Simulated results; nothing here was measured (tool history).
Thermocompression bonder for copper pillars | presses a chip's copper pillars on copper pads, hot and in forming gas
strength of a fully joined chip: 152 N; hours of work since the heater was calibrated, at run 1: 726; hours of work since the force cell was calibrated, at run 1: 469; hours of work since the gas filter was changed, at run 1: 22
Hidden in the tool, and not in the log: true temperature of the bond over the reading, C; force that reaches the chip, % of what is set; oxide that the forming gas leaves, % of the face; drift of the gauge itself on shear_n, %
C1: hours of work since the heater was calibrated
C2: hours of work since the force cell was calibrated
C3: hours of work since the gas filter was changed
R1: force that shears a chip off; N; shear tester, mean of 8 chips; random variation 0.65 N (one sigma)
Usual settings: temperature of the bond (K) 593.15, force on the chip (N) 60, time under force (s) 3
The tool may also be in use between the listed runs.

run 1 day=0.000 | temperature_of_the_bond_(K)=593.15 force_on_the_chip_(N)=60 time_under_force_(s)=3 | C1=726 C2=469 C3=22 | R1=113.6
run 2 day=1.525 | temperature_of_the_bond_(K)=568.15 force_on_the_chip_(N)=60 time_under_force_(s)=3 | C1=744 C2=486 C3=39 | R1=95.8
run 3 day=2.792 | temperature_of_the_bond_(K)=568.15 force_on_the_chip_(N)=60 time_under_force_(s)=3 | C1=758 C2=501 C3=54 | R1=95.6
run 4 day=4.979 | temperature_of_the_bond_(K)=568.15 force_on_the_chip_(N)=60 time_under_force_(s)=3 | C1=784 C2=526 C3=79 | R1=95.9
run 5 day=7.038 | temperature_of_the_bond_(K)=568.15 force_on_the_chip_(N)=60 time_under_force_(s)=3 | C1=807 C2=550 C3=103 | R1=94.8
run 6 day=9.071 | temperature_of_the_bond_(K)=593.15 force_on_the_chip_(N)=60 time_under_force_(s)=3 | C1=831 C2=573 C3=126 | R1=113.0

Run 7 comes next. What will it give?
run 7 day=11.412 | temperature_of_the_bond_(K)=615.15 force_on_the_chip_(N)=60 time_under_force_(s)=8 | C1=858 C2=600 C3=153 | R1=?

{"run 7": {"R1": 143.4}}
Without the tool's hidden state the same run would have given R1 142.9 N.
